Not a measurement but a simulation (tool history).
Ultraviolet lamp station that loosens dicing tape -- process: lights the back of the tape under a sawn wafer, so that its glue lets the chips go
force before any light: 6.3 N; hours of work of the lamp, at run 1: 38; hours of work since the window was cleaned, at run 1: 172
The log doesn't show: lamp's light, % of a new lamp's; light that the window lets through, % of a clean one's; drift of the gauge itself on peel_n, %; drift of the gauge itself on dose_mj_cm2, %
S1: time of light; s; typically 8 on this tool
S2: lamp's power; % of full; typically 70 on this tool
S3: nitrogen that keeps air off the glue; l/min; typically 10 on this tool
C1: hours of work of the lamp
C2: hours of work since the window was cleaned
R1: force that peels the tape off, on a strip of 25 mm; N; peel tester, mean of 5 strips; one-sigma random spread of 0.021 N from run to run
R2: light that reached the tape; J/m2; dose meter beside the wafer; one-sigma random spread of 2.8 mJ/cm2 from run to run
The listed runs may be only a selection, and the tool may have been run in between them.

run 1 hour=0 | S1=8 S2=70 S3=10 | C1=38 C2=172 | R1=1.093 R2=3660
run 2 hour=82.9 | S1=8 S2=70 S3=10 | C1=81 C2=215 | R1=1.134 R2=3570
run 3 hour=131 | S1=8 S2=70 S3=10 | C1=106 C2=240 | R1=1.208 R2=3530
run 4 hour=196.9 | S1=8 S2=70 S3=10 | C1=140 C2=274 | R1=1.194 R2=3460
run 5 hour=256.9 | S1=8 S2=64 S3=10 | C1=171 C2=305 | R1=1.388 R2=3110
run 6 hour=329.9 | S1=8 S2=64 S3=10 | C1=209 C2=343 | R1=1.439 R2=3060
run 7 hour=386.2 | S1=8 S2=94 S3=10 | C1=238 C2=372 | R1=0.833 R2=4380
run 8 hour=446 | S1=8 S2=70 S3=10 | C1=269 C2=403 | R1=1.296 R2=3240
-- hour=531.2 window cleaned of glue's vapour
run 9 hour=531.4 | S1=8 S2=70 S3=10 | C1=313 C2=0 | R1=1.224 R2=3380
run 10 hour=596.2 | S1=8 S2=70 S3=5 | C1=347 C2=34 | R1=1.806 R2=3250
run 11 hour=644.3 | S1=8 S2=70 S3=5 | C1=372 C2=59 | R1=1.775 R2=3300
run 12 hour=714.1 | S1=8 S2=70 S3=5 | C1=408 C2=95 | R1=1.894 R2=3200
run 13 hour=752 | S1=8 S2=70 S3=10 | C1=428 C2=115 | R1=1.337 R2=3150
run 14 hour=840.4 | S1=8 S2=70 S3=12 | C1=474 C2=161 | R1=1.284 R2=3090
run 15 hour=883.7 | S1=8 S2=70 S3=10 | C1=496 C2=183 | R1=1.449 R2=3030
run 16 hour=919.5 | S1=8 S2=70 S3=10 | C1=515 C2=202 | R1=1.443 R2=2990
run 17 hour=983.7 | S1=8 S2=70 S3=10 | C1=548 C2=235 | R1=1.494 R2=2990
run 18 hour=1037.3 | S1=8 S2=70 S3=10 | C1=576 C2=263 | R1=1.496 R2=2930
run 19 hour=1111.2 | S1=8 S2=70 S3=10 | C1=615 C2=301 | R1=1.558 R2=2780
-- hour=1147.8 lamp changed
run 20 hour=1159.2 | S1=8 S2=70 S3=10 | C1=6 C2=326 | R1=1.115 R2=3560
run 21 hour=1194.7 | S1=8 S2=70 S3=10 | C1=24 C2=344 | R1=1.136 R2=3540
run 22 hour=1246.8 | S1=8 S2=73 S3=10 | C1=51 C2=371 | R1=1.106 R2=3670
run 23 hour=1298.2 | S1=8 S2=73 S3=10 | C1=78 C2=398 | R1=1.148 R2=3590
run 24 hour=1353.1 | S1=13 S2=76 S3=5 | C1=107 C2=426 | R1=0.786 R2=5970
-- hour=1394.4 window cleaned of glue's vapour
run 25 hour=1409.3 | S1=8 S2=70 S3=6 | C1=136 C2=8 | R1=1.53 R2=3590
run 26 hour=1451.8 | S1=16 S2=70 S3=10 | C1=158 C2=30 | R1=0.376 R2=7070
run 27 hour=1510.9 | S1=13 S2=78 S3=10 | C1=188 C2=60 | R1=0.435 R2=6270
run 28 hour=1570.7 | S1=10 S2=89 S3=10 | C1=219 C2=92 | R1=0.543 R2=5430
run 29 hour=1650.7 | S1=10 S2=89 S3=10 | C1=261 C2=133 | R1=0.567 R2=5340
run 30 hour=1719.7 | S1=6 S2=85 S3=6 | C1=297 C2=169 | R1=1.93 R2=2980
run 31 hour=1767.8 | S1=9 S2=99 S3=13 | C1=322 C2=194 | R1=0.524 R2=5130
run 32 hour=1847.4 | S1=9 S2=99 S3=13 | C1=363 C2=235 | R1=0.554 R2=5000
run 33 hour=1915.5 | S1=12 S2=93 S3=4 | C1=399 C2=271 | R1=0.889 R2=6140
run 34 hour=1971.5 | S1=10 S2=77 S3=3 | C1=428 C2=300 | R1=1.812 R2=4220
run 35 hour=2042.3 | S1=10 S2=60 S3=10 | C1=464 C2=337 | R1=1.351 R2=3220
run 36 hour=2094.7 | S1=9 S2=95 S3=3 | C1=492 C2=364 | R1=1.638 R2=4510
run 37 hour=2138.2 | S1=15 S2=67 S3=8 | C1=514 C2=386 | R1=0.74 R2=5250
run 38 hour=2217.6 | S1=9 S2=89 S3=14 | C1=555 C2=428 | R1=0.73 R2=4030
-- hour=2254.6 window cleaned of glue's vapour
run 39 hour=2254.6 | S1=8 S2=70 S3=15 | C1=574 C2=0 | R1=1.225 R2=3000
run 40 hour=2318.4 | S1=13 S2=61 S3=17 | C1=608 C2=33 | R1=0.634 R2=4160
-- hour=2368.3 lamp changed
run 41 hour=2368.3 | S1=8 S2=75 S3=15 | C1=0 C2=59 | R1=0.684 R2=4060
run 42 hour=2421.1 | S1=8 S2=73 S3=6 | C1=27 C2=86 | R1=1.333 R2=3870
run 43 hour=2474.3 | S1=8 S2=73 S3=6 | C1=55 C2=114 | R1=1.411 R2=3830

Each row is a separate what-if for the run after 43, all from the same tool condition, not one after another. Results?
run A hour=2532.9 | S1=14 S2=91 S3=6 | C1=85 C2=144 | R1=? R2=?
run B hour=2532.9 | S1=4 S2=73 S3=6 | C1=85 C2=144 | R1=? R2=?
run C hour=2532.9 | S1=15 S2=92 S3=17 | C1=85 C2=144 | R1=? R2=?
run D hour=2532.9 | S1=8 S2=70 S3=9 | C1=85 C2=144 | R1=? R2=?

run=A R1=0.415 R2=8150
run=B R1=2.936 R2=1840
run=C R1=0.249 R2=8830
run=D R1=1.176 R2=3590
Had the tool no hidden state, the same runs would have come out as:
run=A R1=0.379 R2=8670
run=B R1=2.8 R2=1960
run=C R1=0.243 R2=9380
run=D R1=1.071 R2=3820
